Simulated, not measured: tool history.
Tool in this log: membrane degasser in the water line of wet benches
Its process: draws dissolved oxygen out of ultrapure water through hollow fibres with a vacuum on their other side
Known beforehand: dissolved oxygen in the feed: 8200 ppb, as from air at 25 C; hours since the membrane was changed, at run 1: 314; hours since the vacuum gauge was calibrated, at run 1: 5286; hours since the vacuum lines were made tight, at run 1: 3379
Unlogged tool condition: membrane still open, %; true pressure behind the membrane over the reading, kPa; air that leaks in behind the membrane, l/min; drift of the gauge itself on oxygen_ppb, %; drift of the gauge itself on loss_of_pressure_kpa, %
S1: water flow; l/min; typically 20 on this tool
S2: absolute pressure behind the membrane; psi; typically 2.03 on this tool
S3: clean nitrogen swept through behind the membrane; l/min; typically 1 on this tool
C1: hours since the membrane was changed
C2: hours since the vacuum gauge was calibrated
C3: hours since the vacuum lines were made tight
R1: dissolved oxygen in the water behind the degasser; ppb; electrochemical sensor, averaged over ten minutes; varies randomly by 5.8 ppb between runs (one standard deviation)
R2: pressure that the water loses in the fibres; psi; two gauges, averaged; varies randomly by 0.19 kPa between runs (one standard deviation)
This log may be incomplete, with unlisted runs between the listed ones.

{"run": 1, "hour": 0.0, "S1": 20, "S2": 2.03, "S3": 1, "C1": 314, "C2": 5286, "C3": 3379, "R1": 736.2, "R2": 5.713}
{"run": 2, "hour": 42.9, "S1": 20, "S2": 2.03, "S3": 1, "C1": 357, "C2": 5329, "C3": 3422, "R1": 742.2, "R2": 5.751}
{"run": 3, "hour": 83.5, "S1": 20, "S2": 2.03, "S3": 1, "C1": 397, "C2": 5369, "C3": 3463, "R1": 736.2, "R2": 5.712}
{"run": 4, "hour": 130.4, "S1": 20, "S2": 2.03, "S3": 2.53, "C1": 444, "C2": 5416, "C3": 3510, "R1": 495, "R2": 5.761}
{"run": 5, "hour": 180.2, "S1": 20, "S2": 2.03, "S3": 2.53, "C1": 494, "C2": 5466, "C3": 3560, "R1": 490.3, "R2": 5.671}
{"run": 6, "hour": 219.9, "S1": 20, "S2": 2.03, "S3": 2.53, "C1": 534, "C2": 5506, "C3": 3599, "R1": 489.4, "R2": 5.749}
{"run": 7, "hour": 254.5, "S1": 20, "S2": 2.03, "S3": 2.53, "C1": 568, "C2": 5540, "C3": 3634, "R1": 501.3, "R2": 5.759}
{"run": 8, "hour": 288.4, "S1": 20, "S2": 1.41, "S3": 1, "C1": 602, "C2": 5574, "C3": 3668, "R1": 568.9, "R2": 5.742}
{"run": 9, "hour": 342.6, "S1": 20, "S2": 1.41, "S3": 1.17, "C1": 656, "C2": 5628, "C3": 3722, "R1": 545.4, "R2": 5.678}
{"run": 10, "hour": 385.5, "S1": 20, "S2": 1.41, "S3": 1.17, "C1": 699, "C2": 5671, "C3": 3765, "R1": 544, "R2": 5.716}
{"run": 11, "hour": 414.6, "S1": 20, "S2": 2.29, "S3": 1.17, "C1": 728, "C2": 5700, "C3": 3794, "R1": 741.2, "R2": 5.784}
{"run": 12, "hour": 441.2, "S1": 18, "S2": 1.49, "S3": 1.14, "C1": 755, "C2": 5727, "C3": 3821, "R1": 494.9, "R2": 5.163}
{"run": 13, "hour": 473.4, "S1": 18, "S2": 1.49, "S3": 1.14, "C1": 787, "C2": 5759, "C3": 3853, "R1": 501.9, "R2": 5.189}
{"run": 14, "hour": 502.1, "S1": 31, "S2": 2.99, "S3": 2.07, "C1": 816, "C2": 5788, "C3": 3882, "R1": 1093.8, "R2": 8.886}
{"run": 15, "hour": 542.9, "S1": 13, "S2": 2.99, "S3": 2.07, "C1": 857, "C2": 5829, "C3": 3922, "R1": 392, "R2": 3.742}

Run 16 has not been measured yet. What should we expect?
{"run": 16, "hour": 577.6, "S1": 26, "S2": 2.03, "S3": 1, "C1": 891, "C2": 5863, "C3": 3957, "R1": "?", "R2": "?"}

Logged for run 16: R1 991.5 ppb, R2 7.423 psi.
Had the tool carried no hidden state, the very same run would have given R1 971.6 ppb, R2 7.372 psi.
